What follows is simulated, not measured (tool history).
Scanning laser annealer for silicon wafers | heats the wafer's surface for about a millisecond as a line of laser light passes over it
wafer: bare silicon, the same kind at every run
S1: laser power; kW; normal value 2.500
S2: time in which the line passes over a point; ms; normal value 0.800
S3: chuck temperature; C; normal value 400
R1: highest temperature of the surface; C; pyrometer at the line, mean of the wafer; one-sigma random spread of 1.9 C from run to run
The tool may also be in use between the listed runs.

run	hour	S1	S2	S3	R1
1	0.0	2.500	0.800	400	1192
2	68.3	2.500	0.800	400	1193
3	128.3	2.500	0.800	400	1190
4	160.9	2.500	0.800	400	1186
5	226.7	2.670	0.800	400	1235
# hour 233.8: laser's power meter calibrated
6	296.2	2.500	0.800	400	1177
7	366.0	2.500	0.800	400	1175
8	400.7	2.500	0.800	400	1171
9	449.4	2.390	0.800	400	1136
10	508.1	2.135	0.800	400	1056
11	559.0	2.493	0.965	415	1251
12	610.4	2.493	0.965	415	1246
13	688.2	2.493	0.965	415	1247
# hour 712.0: laser's power meter calibrated, once more
14	756.3	2.493	0.965	415	1255
15	813.3	2.431	0.751	402	1125
# hour 893.5: window over the wafer cleaned
16	893.5	2.500	0.818	373	1180

Consider 3 possible next runs. They are alternatives, not a sequence: every one starts from the tool as it was left by run 16. What does each give?
A	959.3	2.253	0.819	392	?
B	959.3	2.500	0.871	373	?
C	959.3	2.214	0.571	400	?

run	R1
A	1115
B	1199
C	997
Without the tool's unlogged condition, the same runs would have read:
run	R1
A	1127
B	1214
C	1007
